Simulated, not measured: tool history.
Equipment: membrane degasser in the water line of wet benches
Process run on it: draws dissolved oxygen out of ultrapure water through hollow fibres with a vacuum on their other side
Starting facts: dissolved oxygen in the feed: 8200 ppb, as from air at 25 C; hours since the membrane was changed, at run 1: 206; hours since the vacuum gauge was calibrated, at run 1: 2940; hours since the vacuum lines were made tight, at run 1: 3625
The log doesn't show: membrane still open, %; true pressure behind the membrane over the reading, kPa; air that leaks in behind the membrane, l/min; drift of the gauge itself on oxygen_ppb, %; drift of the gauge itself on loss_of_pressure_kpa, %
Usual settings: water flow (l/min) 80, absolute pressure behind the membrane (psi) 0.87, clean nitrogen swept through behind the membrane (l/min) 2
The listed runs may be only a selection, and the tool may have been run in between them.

run	hour	water flow (l/min)	absolute pressure behind the membrane (psi)	clean nitrogen swept through behind the membrane (l/min)	hours since the membrane was changed	hours since the vacuum gauge was calibrated	hours since the vacuum lines were made tight	dissolved oxygen in the water behind the degasser (ppb)	pressure that the water loses in the fibres (psi)
1	0	80	0.87	2	206	2940	3625	302.7	6.68
2	37.3	80	0.87	2	244	2977	3662	297.2	6.635
3	99.9	80	0.87	2	306	3040	3725	301	6.663
4	164	80	0.87	2	370	3104	3789	309	6.659
5	200.3	80	0.87	2	406	3140	3825	304.7	6.715
6	230.2	80	0.87	2	436	3170	3855	302	6.67
7	270.6	80	0.87	2	477	3211	3895	300.4	6.688
8	313.5	80	0.87	2	520	3254	3938	308.9	6.68
9	359.6	80	0.87	2	566	3300	3984	304.6	6.682
10	409.4	80	0.87	2	616	3349	4034	306.5	6.611
11	443	80	0.87	2	649	3383	4068	305.8	6.699
12	499.7	80	0.87	2	706	3440	4124	303.3	6.733
13	543.9	80	1.788	2	750	3484	4169	760.5	6.702
14	602.5	80	1.788	2	809	3543	4227	773.6	6.747
15	631.8	80	1.788	2	838	3572	4256	755	6.75
16	669.4	80	1.788	2	876	3609	4294	768.9	6.75
17	723.7	80	1.788	2	930	3664	4348	770.5	6.698
18	753.3	68	1.447	2	960	3693	4378	517.4	5.722
19	803.6	68	1.64	5.43	1010	3744	4428	288.6	5.703
20	860.9	68	1.64	5.43	1067	3801	4486	288.2	5.741
21	912.7	86	1.411	1.59	1119	3853	4537	730.7	7.176
# hour 943.1: vacuum gauge calibrated
22	948.6	86	1.411	1.59	1154	6	4573	693.8	7.19
23	1009.9	86	1.411	1.59	1216	67	4634	694	7.258
24	1069.2	86	1.411	1.59	1275	126	4693	679.1	7.184
25	1105.5	86	1.411	1.59	1311	162	4730	690.6	7.208
26	1168.5	108	0.979	4	1374	225	4793	304.2	9.078
27	1216.5	88	1.06	0.88	1422	273	4841	666.2	7.426
28	1261.9	88	1.127	0.88	1468	319	4886	734.3	7.422
29	1306.7	53	0.87	2	1512	364	4931	191.7	4.518
30	1334.5	53	0.87	2	1540	391	4959	192.4	4.463
31	1379.2	75	0.87	3.88	1585	436	5003	177.5	6.292
32	1405.3	75	0.87	3.88	1611	462	5030	180.5	6.337

Branching from run 32: 3 alternative next runs. What would each branch give?
A	1467.8	75	1.315	0.97	1674	525	5092	?	?
B	1467.8	69	0.634	5.29	1674	525	5092	?	?
C	1467.8	80	0.87	0.88	1674	525	5092	?	?

run	dissolved oxygen in the water behind the degasser (ppb)	pressure that the water loses in the fibres (psi)
A	775.3	6.34
B	90.6	5.829
C	452.2	6.747
The same runs, with their run-to-run variation unchanged, on a tool lacking any hidden condition would have given:
run	dissolved oxygen in the water behind the degasser (ppb)	pressure that the water loses in the fibres (psi)
A	770	6.209
B	84	5.709
C	444.7	6.608

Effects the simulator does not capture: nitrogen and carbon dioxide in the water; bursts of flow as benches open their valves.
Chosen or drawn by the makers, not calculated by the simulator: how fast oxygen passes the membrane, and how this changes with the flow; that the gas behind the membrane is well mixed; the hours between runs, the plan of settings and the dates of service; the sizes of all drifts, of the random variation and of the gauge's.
